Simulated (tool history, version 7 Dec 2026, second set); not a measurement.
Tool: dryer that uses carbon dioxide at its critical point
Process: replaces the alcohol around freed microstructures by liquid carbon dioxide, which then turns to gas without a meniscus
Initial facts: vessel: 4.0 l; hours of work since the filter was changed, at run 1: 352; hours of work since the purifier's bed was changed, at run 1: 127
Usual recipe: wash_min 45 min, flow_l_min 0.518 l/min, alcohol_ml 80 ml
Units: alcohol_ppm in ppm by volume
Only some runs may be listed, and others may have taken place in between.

run,hour,wash_min,flow_l_min,alcohol_ml,hours of work since the filter was changed,hours of work since the purifier's bed was changed,alcohol_ppm
1,0.0,45,0.518,80,352,127,210
2,4.3,45,0.865,80,355,130,41
3,11.1,45,0.865,80,359,134,57
4,15.2,45,0.865,80,361,136,56
5,24.8,45,0.518,80,367,142,203
6,34.2,45,0.518,80,372,148,212
7,41.5,45,0.518,80,377,152,215
8,47.5,45,0.518,80,380,156,201
9,56.4,45,0.518,80,386,161,210
10,61.0,29,0.828,109,389,164,258
11,68.8,38,0.403,37,393,169,447
12,73.0,38,0.403,37,396,171,456
13,79.7,38,0.315,37,400,175,846
14,88.2,62,0.623,78,405,180,63
15,92.2,62,0.623,78,407,183,59

Predict the results of run 16:
16,100.6,65,0.623,78,412,188,?

{"run 16": {"alcohol_ppm": 59}}
Take away the tool's hidden state, keep the run-to-run variation as it was, and the same run would have given alcohol_ppm 8 ppm by volume.
